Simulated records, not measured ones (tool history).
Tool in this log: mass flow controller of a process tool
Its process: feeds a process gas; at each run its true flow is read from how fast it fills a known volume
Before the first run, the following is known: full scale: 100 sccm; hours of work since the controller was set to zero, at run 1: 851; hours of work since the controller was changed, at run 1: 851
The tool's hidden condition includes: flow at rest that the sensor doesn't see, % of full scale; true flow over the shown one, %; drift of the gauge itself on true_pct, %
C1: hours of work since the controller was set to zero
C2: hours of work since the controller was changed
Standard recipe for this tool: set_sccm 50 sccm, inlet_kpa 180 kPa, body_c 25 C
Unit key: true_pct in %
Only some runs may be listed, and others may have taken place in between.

run 1 hour=0.0 | set_sccm=50 inlet_kpa=180 body_c=25 | C1=851 C2=851 | true_pct=99.17
run 2 hour=78.4 | set_sccm=50 inlet_kpa=180 body_c=25 | C1=891 C2=891 | true_pct=99.02
run 3 hour=165.0 | set_sccm=45 inlet_kpa=180 body_c=25 | C1=935 C2=935 | true_pct=99.23
run 4 hour=223.2 | set_sccm=45 inlet_kpa=180 body_c=25 | C1=965 C2=965 | true_pct=99.08
run 5 hour=271.3 | set_sccm=50 inlet_kpa=180 body_c=25 | C1=990 C2=990 | true_pct=99.32
run 6 hour=324.0 | set_sccm=50 inlet_kpa=180 body_c=28 | C1=1017 C2=1017 | true_pct=99.48
run 7 hour=387.7 | set_sccm=50 inlet_kpa=180 body_c=28 | C1=1050 C2=1050 | true_pct=99.19
run 8 hour=447.3 | set_sccm=40 inlet_kpa=180 body_c=28 | C1=1080 C2=1080 | true_pct=99.32
run 9 hour=494.2 | set_sccm=40 inlet_kpa=180 body_c=28 | C1=1104 C2=1104 | true_pct=99.15
run 10 hour=573.1 | set_sccm=40 inlet_kpa=180 body_c=28 | C1=1145 C2=1145 | true_pct=99.16
run 11 hour=662.1 | set_sccm=50 inlet_kpa=180 body_c=25 | C1=1190 C2=1190 | true_pct=99.19
run 12 hour=719.7 | set_sccm=50 inlet_kpa=180 body_c=25 | C1=1220 C2=1220 | true_pct=99.19
run 13 hour=762.8 | set_sccm=50 inlet_kpa=179 body_c=25 | C1=1242 C2=1242 | true_pct=99.22
run 14 hour=801.2 | set_sccm=50 inlet_kpa=180 body_c=25 | C1=1262 C2=1262 | true_pct=99.16
run 15 hour=872.8 | set_sccm=30 inlet_kpa=180 body_c=25 | C1=1299 C2=1299 | true_pct=98.92
run 16 hour=916.4 | set_sccm=50 inlet_kpa=180 body_c=25 | C1=1321 C2=1321 | true_pct=99.09
run 17 hour=954.5 | set_sccm=50 inlet_kpa=180 body_c=25 | C1=1340 C2=1340 | true_pct=99.28
run 18 hour=1003.0 | set_sccm=50 inlet_kpa=180 body_c=25 | C1=1365 C2=1365 | true_pct=99.22
run 19 hour=1071.3 | set_sccm=50 inlet_kpa=180 body_c=25 | C1=1400 C2=1400 | true_pct=99.31
run 20 hour=1132.5 | set_sccm=50 inlet_kpa=180 body_c=27 | C1=1432 C2=1432 | true_pct=99.34
run 21 hour=1201.8 | set_sccm=50 inlet_kpa=180 body_c=27 | C1=1467 C2=1467 | true_pct=99.35
run 22 hour=1246.8 | set_sccm=50 inlet_kpa=180 body_c=25 | C1=1490 C2=1490 | true_pct=99.26
run 23 hour=1335.5 | set_sccm=50 inlet_kpa=180 body_c=25 | C1=1536 C2=1536 | true_pct=99.21
run 24 hour=1376.6 | set_sccm=50 inlet_kpa=180 body_c=25 | C1=1557 C2=1557 | true_pct=99.29
run 25 hour=1432.8 | set_sccm=86 inlet_kpa=180 body_c=25 | C1=1586 C2=1586 | true_pct=99.76

What does the tool deliver on the next run?
run 26 hour=1517.8 | set_sccm=85 inlet_kpa=142 body_c=21 | C1=1629 C2=1629 | true_pct=?

{"run 26": {"true_pct": 99.59}}
Without the tool's hidden state the same run would have given true_pct 99.60 %.

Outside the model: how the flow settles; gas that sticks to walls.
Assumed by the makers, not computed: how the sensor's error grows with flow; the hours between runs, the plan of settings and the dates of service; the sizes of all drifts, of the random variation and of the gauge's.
